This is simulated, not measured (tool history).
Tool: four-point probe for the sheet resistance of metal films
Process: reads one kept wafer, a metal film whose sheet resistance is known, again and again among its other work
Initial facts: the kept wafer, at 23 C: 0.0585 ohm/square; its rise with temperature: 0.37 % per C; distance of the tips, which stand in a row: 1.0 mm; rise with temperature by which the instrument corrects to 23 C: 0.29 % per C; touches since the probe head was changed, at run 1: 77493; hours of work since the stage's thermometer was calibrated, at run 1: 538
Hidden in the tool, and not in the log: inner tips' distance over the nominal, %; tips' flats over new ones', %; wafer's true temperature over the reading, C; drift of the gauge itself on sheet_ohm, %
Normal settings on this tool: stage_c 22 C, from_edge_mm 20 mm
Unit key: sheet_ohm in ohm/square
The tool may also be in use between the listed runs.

run   hour  stage_c  from_edge_mm  touches since the probe head was changed  hours of work since the stage's thermometer was calibrated  sheet_ohm
  1      0       22            20                                     77493                                                         538    0.05852
  2   48.8       22            20                                     78951                                                         563   0.058522
  3   91.8       22            67                                     80232                                                         585   0.058465
  4  162.5       22            67                                     82344                                                         621   0.058449
  5  226.6       22            67                                     84259                                                         654   0.058461
  6  310.3       22            67                                     86757                                                         696   0.058462
  7  369.6       18            20                                     88527                                                         727   0.058306
  8  412.1       22            20                                     89796                                                         748   0.058514
  9  464.3       20            33                                     91355                                                         775   0.058393
 10  537.5       20            55                                     93539                                                         812   0.058351
 11  601.8       35             3                                     95458                                                         845   0.062413
 12    660       35             3                                     97195                                                         875   0.062415
 13  703.1       26            33                                     98482                                                         897   0.058679
 14  762.2       22            25                                    100248                                                         927   0.058498
 15  842.8       26             4                                    102653                                                         968   0.060568
 16  883.5       26             8                                    103868                                                         989   0.059124

4 ways to go on from here, each from the tool as it stands after run 16. What would each give?
  A  924.3       33            32                                    105085                                                        1009          ?
  B  924.3       26            30                                    105085                                                        1009          ?
  C  924.3       22            16                                    105085                                                        1009          ?
  D  924.3       24             8                                    105085                                                        1009          ?

run  sheet_ohm
  A   0.059029
  B   0.058663
  C   0.058587
  D   0.059054
With the hidden condition removed and each run's random variation left untouched, the same runs would have given:
run  sheet_ohm
  A   0.059031
  B   0.058666
  C    0.05859
  D   0.059056
